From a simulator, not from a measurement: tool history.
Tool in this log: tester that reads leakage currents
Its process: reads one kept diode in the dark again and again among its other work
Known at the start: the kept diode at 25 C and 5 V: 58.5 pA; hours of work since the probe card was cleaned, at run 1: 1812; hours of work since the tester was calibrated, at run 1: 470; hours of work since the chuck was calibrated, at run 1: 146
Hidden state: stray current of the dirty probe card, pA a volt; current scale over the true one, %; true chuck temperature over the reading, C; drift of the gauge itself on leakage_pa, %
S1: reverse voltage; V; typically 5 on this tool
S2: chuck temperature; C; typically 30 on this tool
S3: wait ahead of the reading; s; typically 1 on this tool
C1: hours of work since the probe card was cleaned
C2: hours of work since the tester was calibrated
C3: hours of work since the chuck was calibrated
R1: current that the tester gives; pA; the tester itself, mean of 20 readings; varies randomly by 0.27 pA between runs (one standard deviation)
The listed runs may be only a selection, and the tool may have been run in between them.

run 1 hour=0 | S1=5 S2=30 S3=1 | C1=1812 C2=470 C3=146 | R1=99.74
run 2 hour=22.3 | S1=5 S2=30 S3=1 | C1=1825 C2=483 C3=159 | R1=99.86
run 3 hour=51 | S1=5 S2=30 S3=1 | C1=1842 C2=500 C3=176 | R1=99.7
-- hour=74 probe card cleaned and baked
run 4 hour=91.4 | S1=5 S2=30 S3=1 | C1=10 C2=522 C3=198 | R1=101.83
run 5 hour=124.2 | S1=5 S2=30 S3=1 | C1=29 C2=541 C3=217 | R1=101.41
run 6 hour=165.6 | S1=5 S2=30 S3=1 | C1=54 C2=566 C3=241 | R1=102.47
run 7 hour=207.9 | S1=5 S2=30 S3=1 | C1=78 C2=590 C3=266 | R1=102.2
run 8 hour=229.1 | S1=5 S2=57 S3=1 | C1=91 C2=603 C3=278 | R1=597.04
run 9 hour=248.8 | S1=5 S2=57 S3=1 | C1=102 C2=614 C3=290 | R1=597.83
-- hour=276 probe card cleaned and baked, once more
run 10 hour=282.9 | S1=5 S2=57 S3=1 | C1=4 C2=633 C3=308 | R1=585.42
run 11 hour=324.6 | S1=5 S2=30 S3=0.33 | C1=29 C2=657 C3=333 | R1=91.72
run 12 hour=364.4 | S1=5 S2=30 S3=0.33 | C1=52 C2=680 C3=356 | R1=92.18
run 13 hour=392.6 | S1=5 S2=30 S3=0.33 | C1=68 C2=697 C3=373 | R1=92.54
run 14 hour=414.2 | S1=5 S2=21 S3=1.27 | C1=81 C2=709 C3=385 | R1=44.77
run 15 hour=445.3 | S1=2.33 S2=31 S3=0.92 | C1=99 C2=728 C3=403 | R1=71.74
run 16 hour=476.2 | S1=3.44 S2=46 S3=1.16 | C1=117 C2=746 C3=421 | R1=245.72
run 17 hour=501.3 | S1=3.44 S2=32 S3=1.16 | C1=132 C2=761 C3=436 | R1=90.62
run 18 hour=535.7 | S1=5 S2=23 S3=2.04 | C1=152 C2=781 C3=456 | R1=52.76
run 19 hour=556.1 | S1=2.04 S2=30 S3=0.99 | C1=164 C2=793 C3=468 | R1=63.63
run 20 hour=583.5 | S1=3.88 S2=30 S3=1 | C1=180 C2=809 C3=484 | R1=81.59
run 21 hour=623.4 | S1=6.49 S2=54 S3=1 | C1=204 C2=832 C3=508 | R1=537.07
run 22 hour=650.9 | S1=6.49 S2=54 S3=1 | C1=220 C2=848 C3=524 | R1=535.38
run 23 hour=683.6 | S1=6.49 S2=54 S3=1 | C1=239 C2=867 C3=543 | R1=539.16
run 24 hour=711.1 | S1=2.46 S2=28 S3=1 | C1=255 C2=883 C3=559 | R1=59.12

Measured minus without-hidden-state, run by run (identical run-to-run variation in each term; gauge scatter may differ):
run=1 R1=+11.86
run=2 R1=+11.97
run=3 R1=+12.1
run=4 R1=+13.58
run=5 R1=+13.66
run=6 R1=+14.01
run=7 R1=+14.15
run=8 R1=+18.15
run=9 R1=+18.4
run=10 R1=+5.39
run=11 R1=+1.22
run=12 R1=+1.44
run=13 R1=+1.6
run=14 R1=+1.13
run=15 R1=+1.29
run=16 R1=+3.76
run=17 R1=+1.91
run=18 R1=+1.79
run=19 R1=+1.44
run=20 R1=+2.19
run=21 R1=+9.65
run=22 R1=+9.96
run=23 R1=+10.46
run=24 R1=+1.89
